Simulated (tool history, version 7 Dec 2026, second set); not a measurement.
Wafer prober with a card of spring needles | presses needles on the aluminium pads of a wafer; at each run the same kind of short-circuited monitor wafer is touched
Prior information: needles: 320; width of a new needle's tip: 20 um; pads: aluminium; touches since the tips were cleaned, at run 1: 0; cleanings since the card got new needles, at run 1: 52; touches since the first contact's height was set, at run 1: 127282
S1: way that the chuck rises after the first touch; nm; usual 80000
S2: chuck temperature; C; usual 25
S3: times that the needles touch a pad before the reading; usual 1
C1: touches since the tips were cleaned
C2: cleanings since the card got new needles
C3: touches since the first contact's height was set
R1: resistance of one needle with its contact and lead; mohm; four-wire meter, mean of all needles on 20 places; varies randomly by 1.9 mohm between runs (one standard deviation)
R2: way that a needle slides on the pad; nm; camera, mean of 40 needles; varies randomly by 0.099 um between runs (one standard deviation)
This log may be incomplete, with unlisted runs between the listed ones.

run 1 day=0 | S1=80000 S2=25 S3=1 | C1=0 C2=52 C3=127282 | R1=222 R2=14260
-- day=0.438 tips cleaned on abrasive film
run 2 day=0.438 | S1=80000 S2=25 S3=1 | C1=3 C2=53 C3=129561 | R1=214 R2=14350
-- day=0.767 height of the first contact set anew
run 3 day=0.767 | S1=80000 S2=25 S3=3 | C1=1677 C2=53 C3=3 | R1=246 R2=15180
-- day=0.879 tips cleaned on abrasive film
run 4 day=1.038 | S1=80000 S2=25 S3=1 | C1=849 C2=54 C3=1409 | R1=279 R2=15150
-- day=1.275 tips cleaned on abrasive film
-- day=1.675 tips cleaned on abrasive film
run 5 day=1.675 | S1=80000 S2=25 S3=1 | C1=9 C2=56 C3=4719 | R1=210 R2=15120
run 6 day=1.996 | S1=80000 S2=25 S3=1 | C1=1680 C2=56 C3=6390 | R1=320 R2=15450
-- day=2.112 tips cleaned on abrasive film
run 7 day=2.321 | S1=80000 S2=25 S3=1 | C1=1107 C2=57 C3=8093 | R1=285 R2=15180
-- day=2.521 tips cleaned on abrasive film
-- day=2.925 tips cleaned on abrasive film
run 8 day=2.975 | S1=80000 S2=25 S3=1 | C1=257 C2=59 C3=11473 | R1=241 R2=15220
-- day=3.325 tips cleaned on abrasive film
run 9 day=3.588 | S1=80000 S2=25 S3=1 | C1=1395 C2=60 C3=14691 | R1=306 R2=14960
-- day=3.754 tips cleaned on abrasive film
-- day=4.162 tips cleaned on abrasive film
run 10 day=4.162 | S1=68000 S2=49 S3=1 | C1=0 C2=62 C3=17672 | R1=233 R2=12670
-- day=4.583 tips cleaned on abrasive film
run 11 day=4.729 | S1=68000 S2=49 S3=1 | C1=759 C2=63 C3=20625 | R1=311 R2=12870
-- day=4.983 tips cleaned on abrasive film
run 12 day=5.292 | S1=68000 S2=99 S3=1 | C1=1619 C2=64 C3=23557 | R1=370 R2=12730
-- day=5.425 tips cleaned on abrasive film
run 13 day=5.8 | S1=64000 S2=25 S3=2 | C1=1967 C2=65 C3=26211 | R1=339 R2=11890
-- day=5.846 tips cleaned on abrasive film
-- day=6.242 tips cleaned on abrasive film
run 14 day=6.429 | S1=79000 S2=83 S3=1 | C1=970 C2=67 C3=29472 | R1=304 R2=14990
-- day=6.65 tips cleaned on abrasive film
run 15 day=6.804 | S1=79000 S2=83 S3=1 | C1=812 C2=68 C3=31436 | R1=305 R2=14880
-- day=7.075 tips cleaned on abrasive film
run 16 day=7.117 | S1=80000 S2=47 S3=1 | C1=217 C2=69 C3=33063 | R1=234 R2=14840
-- day=7.496 tips cleaned on abrasive film
run 17 day=7.688 | S1=86000 S2=28 S3=1 | C1=994 C2=70 C3=36029 | R1=282 R2=16050
-- day=7.9 tips cleaned on abrasive film
run 18 day=8.2 | S1=86000 S2=28 S3=1 | C1=1564 C2=71 C3=38704 | R1=312 R2=16190

Here are 4 independent what-if runs from the current tool condition. What would each one return?
-- day=8.329 tips cleaned on abrasive film
run A day=8.542 | S1=71000 S2=48 S3=2 | C1=1125 C2=72 C3=40498 | R1=? R2=?
-- day=8.329 tips cleaned on abrasive film
run B day=8.542 | S1=96000 S2=96 S3=1 | C1=1125 C2=72 C3=40498 | R1=? R2=?
-- day=8.329 tips cleaned on abrasive film
run C day=8.542 | S1=92000 S2=65 S3=2 | C1=1125 C2=72 C3=40498 | R1=? R2=?
-- day=8.329 tips cleaned on abrasive film
run D day=8.542 | S1=80000 S2=33 S3=1 | C1=1125 C2=72 C3=40498 | R1=? R2=?

run=A R1=284 R2=13230
run=B R1=283 R2=18090
run=C R1=254 R2=17150
run=D R1=300 R2=14890
Take away the tool's hidden state, keep each run's random variation, and the runs would have read:
run=A R1=212 R2=13500
run=B R1=219 R2=18370
run=C R1=210 R2=17420
run=D R1=204 R2=15160
